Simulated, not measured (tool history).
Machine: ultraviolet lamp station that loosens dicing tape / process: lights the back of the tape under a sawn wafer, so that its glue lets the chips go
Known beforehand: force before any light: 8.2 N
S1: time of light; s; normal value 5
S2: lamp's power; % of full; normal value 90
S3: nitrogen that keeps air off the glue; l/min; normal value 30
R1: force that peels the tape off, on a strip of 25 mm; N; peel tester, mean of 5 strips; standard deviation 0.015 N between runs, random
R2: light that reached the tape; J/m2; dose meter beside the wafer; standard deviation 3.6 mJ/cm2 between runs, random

run 1 hour=0.0 | S1=5 S2=90 S3=30 | R1=0.676 R2=6050
run 2 hour=4.3 | S1=5 S2=90 S3=58 | R1=0.503 R2=6100
run 3 hour=14.2 | S1=5 S2=90 S3=19 | R1=0.892 R2=6090
run 4 hour=24.0 | S1=5 S2=90 S3=19 | R1=0.924 R2=6130
run 5 hour=28.2 | S1=5 S2=90 S3=11 | R1=1.234 R2=6070
run 6 hour=36.0 | S1=5 S2=90 S3=30 | R1=0.701 R2=6170
run 7 hour=45.0 | S1=5 S2=90 S3=30 | R1=0.668 R2=6150
run 8 hour=49.6 | S1=5 S2=85 S3=30 | R1=0.794 R2=5750
run 9 hour=56.6 | S1=5 S2=90 S3=30 | R1=0.682 R2=6080
run 10 hour=64.8 | S1=5 S2=90 S3=30 | R1=0.670 R2=6190
run 11 hour=70.6 | S1=5 S2=90 S3=30 | R1=0.693 R2=6100
run 12 hour=74.9 | S1=5 S2=90 S3=17 | R1=0.978 R2=6160
run 13 hour=84.1 | S1=5 S2=90 S3=17 | R1=0.936 R2=6170
run 14 hour=89.9 | S1=9 S2=90 S3=12 | R1=0.294 R2=11020
run 15 hour=97.0 | S1=2 S2=90 S3=30 | R1=3.135 R2=2460
run 16 hour=105.6 | S1=7 S2=90 S3=24 | R1=0.346 R2=8620
run 17 hour=112.3 | S1=5 S2=90 S3=10 | R1=1.293 R2=6210
run 18 hour=120.8 | S1=5 S2=90 S3=10 | R1=1.317 R2=6180
run 19 hour=129.4 | S1=6 S2=90 S3=42 | R1=0.350 R2=7370
run 20 hour=134.1 | S1=5 S2=98 S3=29 | R1=0.557 R2=6800
run 21 hour=143.6 | S1=3 S2=98 S3=29 | R1=1.561 R2=4060
run 22 hour=152.9 | S1=8 S2=83 S3=10 | R1=0.584 R2=9090
run 23 hour=158.7 | S1=5 S2=89 S3=30 | R1=0.688 R2=6150

Branching from run 23: 5 alternative next runs. What would each branch give?
-- hour=159.7 window cleaned of glue's vapour
run A hour=164.4 | S1=5 S2=90 S3=18 | R1=? R2=?
-- hour=159.7 window cleaned of glue's vapour
run B hour=164.4 | S1=4 S2=61 S3=10 | R1=? R2=?
-- hour=159.7 window cleaned of glue's vapour
run C hour=164.4 | S1=3 S2=89 S3=44 | R1=? R2=?
-- hour=159.7 window cleaned of glue's vapour
run D hour=164.4 | S1=2 S2=90 S3=30 | R1=? R2=?
-- hour=159.7 window cleaned of glue's vapour
run E hour=164.4 | S1=3 S2=60 S3=30 | R1=? R2=?

run=A R1=0.898 R2=6200
run=B R1=3.079 R2=3380
run=C R1=1.594 R2=3660
run=D R1=3.040 R2=2520
run=E R1=2.999 R2=2460
Without the tool's hidden state the same runs would have given:
run=A R1=0.898 R2=6090
run=B R1=3.078 R2=3320
run=C R1=1.593 R2=3600
run=D R1=3.038 R2=2470
run=E R1=2.998 R2=2420
